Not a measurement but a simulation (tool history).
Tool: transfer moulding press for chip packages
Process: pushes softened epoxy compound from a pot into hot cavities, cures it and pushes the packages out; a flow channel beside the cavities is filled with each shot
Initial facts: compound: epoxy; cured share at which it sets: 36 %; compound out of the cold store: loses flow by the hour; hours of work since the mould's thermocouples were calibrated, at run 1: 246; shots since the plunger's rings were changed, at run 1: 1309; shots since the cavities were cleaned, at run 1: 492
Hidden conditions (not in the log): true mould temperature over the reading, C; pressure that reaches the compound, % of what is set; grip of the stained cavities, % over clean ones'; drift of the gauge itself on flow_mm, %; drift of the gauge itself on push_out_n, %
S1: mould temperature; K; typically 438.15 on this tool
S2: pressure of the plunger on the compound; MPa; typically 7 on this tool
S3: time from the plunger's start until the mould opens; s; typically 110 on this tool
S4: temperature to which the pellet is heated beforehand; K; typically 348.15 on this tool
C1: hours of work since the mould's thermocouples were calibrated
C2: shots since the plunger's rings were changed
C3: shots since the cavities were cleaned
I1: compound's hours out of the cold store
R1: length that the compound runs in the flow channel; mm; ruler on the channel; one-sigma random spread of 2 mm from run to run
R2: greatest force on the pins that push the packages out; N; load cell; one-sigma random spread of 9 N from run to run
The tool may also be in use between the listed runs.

run	hour	S1	S2	S3	S4	C1	C2	C3	I1	R1	R2
1	0	438.15	7	110	348.15	246	1309	492	17.6	1019	507
# hour 47.4: cavities cleaned with cleaning compound and waxed
2	61.9	438.15	7	110	348.15	271	1760	107	30	944	466
3	126.6	438.15	7	110	348.15	298	2245	592	41.1	880	559
# hour 165.3: cavities cleaned with cleaning compound and waxed
4	182	438.15	7	110	358.15	321	2648	125	31.9	923	458
5	219.8	437.15	7	110	348.15	337	2929	406	9.3	1059	586
# hour 278: cavities cleaned with cleaning compound and waxed
6	278	446.15	7	110	348.15	361	3353	0	21.8	939	373
7	324.3	438.15	7	133	348.15	380	3699	346	31.6	916	457
# hour 358.5: mould's thermocouples calibrated
8	367.2	438.15	7	133	348.15	4	4006	653	28.9	928	487
# hour 392.5: cavities cleaned with cleaning compound and waxed
9	405.8	438.15	7	133	348.15	19	4283	100	42.4	856	417
10	476.5	438.15	7	133	348.15	49	4811	628	18	979	510
# hour 503.7: plunger's sealing rings changed
# hour 510.3: cavities cleaned with cleaning compound and waxed
11	562	438.15	7	133	348.15	83	425	387	43.1	886	446
12	599.7	438.15	7	133	348.15	99	706	668	22.5	1000	485
# hour 622.6: cavities cleaned with cleaning compound and waxed
13	679.1	438.15	7	133	348.15	132	1288	422	45	869	454
# hour 736.9: cavities cleaned with cleaning compound and waxed
14	736.9	438.15	7	110	348.15	155	1709	0	38.1	902	414
15	774.1	438.15	7	97	355.15	171	1987	278	29.7	945	599
# hour 848.2: cavities cleaned with cleaning compound and waxed
16	857.4	444.15	6.8	97	355.15	205	2599	69	46.8	815	397
17	892.8	437.15	7	110	339.15	220	2863	333	41.6	882	540
18	953	440.15	7	110	357.15	246	3313	783	46.2	837	515
# hour 961.9: cavities cleaned with cleaning compound and waxed
19	1038.2	438.15	7	126	353.15	281	3939	571	40.6	872	498
# hour 1075.6: cavities cleaned with cleaning compound and waxed
20	1098	435.15	7	110	346.15	305	4374	167	44.5	864	545
21	1169.1	435.15	7	110	346.15	335	4906	699	43.1	870	657
# hour 1181.1: plunger's sealing rings changed
# hour 1193.7: cavities cleaned with cleaning compound and waxed
22	1211.8	435.15	7	110	346.15	351	218	135	19.5	1039	586
23	1285.8	438.15	5.46	110	340.15	382	771	688	23.3	882	598

Estimate the outcome of run 24 from the log above:
# hour 1307.9: cavities cleaned with cleaning compound and waxed
# hour 1315: mould's thermocouples calibrated
24	1333.2	440.15	7	93	348.15	8	1099	173	16	?	?

{"run 24": {"R1": 1020, "R2": 534}}
Had the tool carried no hidden state, the very same run would have given R1 1028 mm, R2 470 N.

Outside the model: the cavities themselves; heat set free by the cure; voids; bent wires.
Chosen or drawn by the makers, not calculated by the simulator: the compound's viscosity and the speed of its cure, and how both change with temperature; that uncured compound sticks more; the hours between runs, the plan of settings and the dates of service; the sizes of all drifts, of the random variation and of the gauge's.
